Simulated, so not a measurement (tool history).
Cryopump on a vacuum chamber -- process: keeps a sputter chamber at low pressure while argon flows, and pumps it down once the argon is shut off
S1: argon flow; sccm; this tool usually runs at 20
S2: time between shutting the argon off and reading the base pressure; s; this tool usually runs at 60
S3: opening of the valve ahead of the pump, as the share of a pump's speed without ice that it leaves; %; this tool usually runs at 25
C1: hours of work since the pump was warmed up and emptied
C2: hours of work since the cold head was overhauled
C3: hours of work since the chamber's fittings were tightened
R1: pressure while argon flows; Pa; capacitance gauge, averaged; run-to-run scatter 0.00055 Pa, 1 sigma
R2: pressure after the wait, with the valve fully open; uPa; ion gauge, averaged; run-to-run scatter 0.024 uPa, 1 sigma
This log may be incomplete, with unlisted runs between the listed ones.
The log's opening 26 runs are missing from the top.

run   hour  S1   S2  S3   C1   C2   C3      R1    R2
 27  393.5  20   28  17  375  375  643  0.1023  2.02
 28  411.8  20   68  17  390  390  658  0.1010  0.96
 29  424.1  24  116  28  399  399  668  0.0758  0.67
 30  438.4  24  116  28  411  411  679  0.0746  0.73
 31  449.3  13   21  20  420  420  688  0.0559  2.55
 32  467.8  31   93  25  434  434  702  0.1087  0.77
 33  481.6  31   93  25  445  445  713  0.1082  0.79
 34  499.8  31   93  25  460  460  728  0.1102  0.82
 35  509.2  23   93  20  467  467  735  0.1005  0.83

3 ways to go on from here, each from the tool as it stands after run 35. What would each give?
  A  528.4  30  70  22  483  483  751   ?   ?
  B  528.4  23  45  20  483  483  751   ?   ?
  C  528.4  23  66  18  483  483  751   ?   ?

run      R1    R2
  A  0.1204  0.98
  B  0.1007  1.39
  C  0.1105  0.98
What these runs would have given with no unlogged condition in the tool:
run      R1    R2
  A  0.1170  0.84
  B  0.0981  1.25
  C  0.1079  0.84

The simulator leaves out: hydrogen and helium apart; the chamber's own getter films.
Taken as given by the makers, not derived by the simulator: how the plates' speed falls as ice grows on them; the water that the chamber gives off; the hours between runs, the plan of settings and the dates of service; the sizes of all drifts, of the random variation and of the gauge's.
